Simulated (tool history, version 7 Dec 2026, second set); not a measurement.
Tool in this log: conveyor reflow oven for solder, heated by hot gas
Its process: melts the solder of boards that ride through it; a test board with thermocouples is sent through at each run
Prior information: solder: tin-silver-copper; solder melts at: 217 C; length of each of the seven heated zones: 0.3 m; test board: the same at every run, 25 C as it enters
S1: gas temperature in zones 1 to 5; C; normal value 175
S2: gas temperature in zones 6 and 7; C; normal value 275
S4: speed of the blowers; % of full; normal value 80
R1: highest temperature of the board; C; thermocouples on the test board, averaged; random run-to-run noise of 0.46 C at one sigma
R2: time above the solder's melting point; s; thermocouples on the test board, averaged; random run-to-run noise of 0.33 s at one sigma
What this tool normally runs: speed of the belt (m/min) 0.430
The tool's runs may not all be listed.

Run 1, hour 0.0: usual settings. Result: R1 261.2 C, R2 69.3 s.
Run 2, hour 59.4: usual settings. Result: R1 260.8 C, R2 69.7 s.
Run 3, hour 116.2: usual settings. Result: R1 259.6 C, R2 69.2 s.
Run 4, hour 164.0: usual settings but S2 264 C. Result: R1 249.6 C, R2 62.4 s.
Run 5, hour 193.3: usual settings but S2 264 C. Result: R1 249.5 C, R2 62.2 s.
Run 6, hour 253.6: usual settings but S2 264 C. Result: R1 248.7 C, R2 61.3 s.
Run 7, hour 286.7: usual settings. Result: R1 258.6 C, R2 68.6 s.
Run 8, hour 339.5: usual settings. Result: R1 258.5 C, R2 68.7 s.
At hour 359.7: flux residue cleaned out of gas plates and filters.
Run 9, hour 403.4: usual settings but speed of the belt (m/min) 0.398. Result: R1 264.1 C, R2 79.5 s.
Run 10, hour 466.3: usual settings but speed of the belt (m/min) 0.478. Result: R1 259.2 C, R2 62.0 s.
Run 11, hour 501.0: usual settings but S2 284 C, speed of the belt (m/min) 0.478, S4 69 % of full. Result: R1 262.5 C, R2 63.8 s.
Run 12, hour 551.0: usual settings but S2 268 C, speed of the belt (m/min) 0.478, S4 69 % of full. Result: R1 248.7 C, R2 55.0 s.
Run 13, hour 590.5: usual settings but S1 167 C, S2 269 C, speed of the belt (m/min) 0.478, S4 69 % of full. Result: R1 248.7 C, R2 50.6 s.
Run 14, hour 649.2: usual settings but S1 172 C, S2 277 C, speed of the belt (m/min) 0.478, S4 87 % of full. Result: R1 261.4 C, R2 62.5 s.
Run 15, hour 702.8: usual settings but S1 172 C, S2 277 C, speed of the belt (m/min) 0.478, S4 87 % of full. Result: R1 259.9 C, R2 61.5 s.
Run 16, hour 757.7: usual settings but S1 172 C, S2 290 C, speed of the belt (m/min) 0.478, S4 87 % of full. Result: R1 271.5 C, R2 67.4 s.
At hour 791.2: belt drive overhauled, speed set with a stopwatch.
Run 17, hour 795.4: usual settings but S1 163 C, S2 268 C, speed of the belt (m/min) 0.478, S4 87 % of full. Result: R1 249.0 C, R2 50.3 s.
Run 18, hour 836.3: usual settings but S1 168 C, S2 290 C, speed of the belt (m/min) 0.379, S4 51 % of full. Result: R1 266.4 C, R2 80.1 s.
Run 19, hour 866.3: usual settings but S1 168 C, S2 273 C, speed of the belt (m/min) 0.467, S4 79 % of full. Result: R1 253.2 C, R2 56.0 s.

4 ways to go on from here, each from the tool as it stands after run 19. What would each give?
Run A, hour 924.0: usual settings but speed of the belt (m/min) 0.425, S4 72 % of full. Result: R1 ?, R2 ?.
Run B, hour 924.0: usual settings but S1 160 C, S2 268 C, speed of the belt (m/min) 0.467, S4 86 % of full. Result: R1 ?, R2 ?.
Run C, hour 924.0: usual settings but S1 187 C, S2 273 C, speed of the belt (m/min) 0.467, S4 79 % of full. Result: R1 ?, R2 ?.
Run D, hour 924.0: usual settings but S1 181 C, S2 273 C, speed of the belt (m/min) 0.462, S4 67 % of full. Result: R1 ?, R2 ?.

run     R1    R2
  A  257.3  67.5
  B  248.2  50.1
  C  255.9  64.6
  D  252.8  60.7
With no hidden state in the tool, these same runs would have given:
run     R1    R2
  A  262.0  71.0
  B  253.8  55.4
  C  260.6  67.6
  D  257.5  64.5

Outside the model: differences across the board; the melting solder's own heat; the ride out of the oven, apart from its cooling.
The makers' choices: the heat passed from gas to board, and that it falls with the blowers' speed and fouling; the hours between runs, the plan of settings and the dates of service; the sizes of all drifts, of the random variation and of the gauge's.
